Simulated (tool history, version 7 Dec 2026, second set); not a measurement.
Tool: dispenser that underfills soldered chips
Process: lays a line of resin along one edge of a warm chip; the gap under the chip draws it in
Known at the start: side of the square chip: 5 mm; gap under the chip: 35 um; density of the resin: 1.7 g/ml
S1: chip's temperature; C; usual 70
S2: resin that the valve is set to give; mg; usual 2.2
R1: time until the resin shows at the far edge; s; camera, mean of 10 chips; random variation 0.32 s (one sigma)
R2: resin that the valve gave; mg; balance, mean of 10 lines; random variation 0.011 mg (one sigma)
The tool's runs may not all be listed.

Run 1, hour 0: usual settings. Result: R1 14.5 s, R2 2.13 mg.
At hour 10.4: new syringe of resin.
Run 2, hour 11.5: usual settings. Result: R1 12.5 s, R2 2.14 mg.
Run 3, hour 20.2: usual settings. Result: R1 19.2 s, R2 2.12 mg.
At hour 23.5: new syringe of resin.
Run 4, hour 29.9: usual settings. Result: R1 16 s, R2 2.11 mg.
At hour 32.4: dispensing valve cleaned and set on the balance.
At hour 38.4: new syringe of resin.
Run 5, hour 47.4: usual settings but S2 2.3 mg. Result: R1 18.5 s, R2 2.27 mg.
At hour 51.4: new syringe of resin.
Run 6, hour 60.5: usual settings but S2 2.3 mg. Result: R1 19.4 s, R2 2.24 mg.
At hour 64.8: new syringe of resin.
Run 7, hour 71.2: usual settings but S2 2.61 mg. Result: R1 15.8 s, R2 2.54 mg.
At hour 77.9: new syringe of resin.
Run 8, hour 84.1: usual settings but S2 2.61 mg. Result: R1 15.5 s, R2 2.55 mg.
At hour 91.8: new syringe of resin.
Run 9, hour 93.3: usual settings but S2 2.61 mg. Result: R1 12.2 s, R2 2.49 mg.
At hour 105.9: new syringe of resin.
At hour 108.3: dispensing valve cleaned and set on the balance.
Run 10, hour 111.3: usual settings but S2 2.61 mg. Result: R1 14.7 s, R2 2.59 mg.
At hour 121.4: new syringe of resin.
Run 11, hour 122.9: usual settings. Result: R1 13.3 s, R2 2.18 mg.
At hour 135.4: new syringe of resin.
Run 12, hour 137.6: usual settings but S1 60 C. Result: R1 19.9 s, R2 2.16 mg.
At hour 148.8: new syringe of resin.
Run 13, hour 148.8: usual settings but S1 60 C. Result: R1 17.3 s, R2 2.15 mg.
Run 14, hour 160.1: usual settings but S1 60 C. Result: R1 32 s, R2 2.15 mg.
At hour 162.6: new syringe of resin.
Run 15, hour 169: usual settings. Result: R1 16.2 s, R2 2.14 mg.
At hour 176: new syringe of resin.
Run 16, hour 179.7: usual settings. Result: R1 14.8 s, R2 2.11 mg.
At hour 183.6: dispensing valve cleaned and set on the balance.
Run 17, hour 189.7: usual settings. Result: R1 23.2 s, R2 2.18 mg.
At hour 191.3: new syringe of resin.
Run 18, hour 203: usual settings. Result: R1 20.9 s, R2 2.19 mg.
At hour 204.4: new syringe of resin.
Run 19, hour 216: usual settings but S2 2.65 mg. Result: R1 21.3 s, R2 2.59 mg.
At hour 217.6: new syringe of resin.
Run 20, hour 225.7: usual settings but S1 59 C, S2 1.98 mg. Result: R1 28.4 s, R2 1.93 mg.
At hour 230.9: new syringe of resin.
Run 21, hour 239.9: usual settings but S1 75 C, S2 2.12 mg. Result: R1 16 s, R2 2.05 mg.
At hour 245.4: new syringe of resin.
Run 22, hour 256.5: usual settings but S1 65 C, S2 2.38 mg. Result: R1 25.5 s, R2 2.28 mg.
At hour 258.3: dispensing valve cleaned and set on the balance.
At hour 260.2: new syringe of resin.
Run 23, hour 268.3: usual settings but S1 81 C, S2 2.41 mg. Result: R1 11.5 s, R2 2.42 mg.
At hour 273.9: new syringe of resin.
Run 24, hour 282.8: usual settings but S1 81 C, S2 2.41 mg. Result: R1 12.4 s, R2 2.38 mg.
At hour 288.3: new syringe of resin.
Run 25, hour 299: usual settings but S1 73 C, S2 2.46 mg. Result: R1 17.6 s, R2 2.4 mg.
At hour 302.3: new syringe of resin.
Run 26, hour 309.1: usual settings but S1 73 C, S2 2.46 mg. Result: R1 14.5 s, R2 2.39 mg.
At hour 316.1: new syringe of resin.
Run 27, hour 321.8: usual settings but S1 74 C, S2 2.32 mg. Result: R1 13.3 s, R2 2.22 mg.
At hour 329.9: new syringe of resin.
At hour 333.6: dispensing valve cleaned and set on the balance.
Run 28, hour 338.1: usual settings but S1 74 C, S2 2.64 mg. Result: R1 13.9 s, R2 2.63 mg.
At hour 344.3: new syringe of resin.
Run 29, hour 350.1: usual settings but S1 74 C, S2 2.64 mg. Result: R1 13.4 s, R2 2.61 mg.
At hour 357.5: new syringe of resin.
At hour 362.9: stage's temperature calibrated.
Run 30, hour 368: usual settings but S1 74 C, S2 2.64 mg. Result: R1 15.6 s, R2 2.58 mg.
At hour 371.7: new syringe of resin.
Run 31, hour 383.4: usual settings but S1 73 C, S2 1.94 mg. Result: R1 18.8 s, R2 1.88 mg.
At hour 385.3: new syringe of resin.
Run 32, hour 396.7: usual settings but S1 69 C, S2 2.82 mg. Result: R1 20.8 s, R2 2.73 mg.
At hour 398.8: new syringe of resin.
At hour 409.5: dispensing valve cleaned and set on the balance.
At hour 413.6: new syringe of resin.
Run 33, hour 415: usual settings but S1 69 C, S2 2.82 mg. Result: R1 11.4 s, R2 2.81 mg.
At hour 426.7: new syringe of resin.
Run 34, hour 428.9: usual settings but S1 57 C, S2 2.39 mg. Result: R1 21.1 s, R2 2.36 mg.
At hour 440.3: new syringe of resin.
Run 35, hour 445.3: usual settings but S1 57 C, S2 2.39 mg. Result: R1 25.1 s, R2 2.35 mg.

The same runs without the tool's hidden state, with the same run-to-run variation:
The hidden state here: resin's viscosity, % of fresh resin's; dose that the valve gives, % of what is set; true chip temperature over the reading, C; drift of the gauge itself on fill_s, %; drift of the gauge itself on given_mg, %.
run    R1    R2
  1  11.4  2.18
  2  11.4  2.21
  3  11.1   2.2
  4  11.1  2.19
  5  11.2  2.29
  6  12.1  2.28
  7  10.9   2.6
  8  10.7  2.63
  9  10.8  2.58
 10  11.3  2.59
 11  11.8  2.19
 12  17.5  2.19
 13  16.4   2.2
 14  17.1  2.21
 15  11.2  2.22
 16  11.7   2.2
 17  11.5  2.19
 18    11  2.21
 19  11.1  2.63
 20  17.9  1.98
 21   9.5  2.11
 22  13.9  2.38
 23   6.9  2.43
 24   7.7  2.41
 25   9.7  2.46
 26   9.8  2.46
 27   9.4  2.31
 28     9  2.64
 29   9.5  2.65
 30   9.7  2.64
 31  10.1  1.94
 32  11.7  2.83
 33  10.7  2.81
 34  18.8  2.38
 35  19.2   2.4
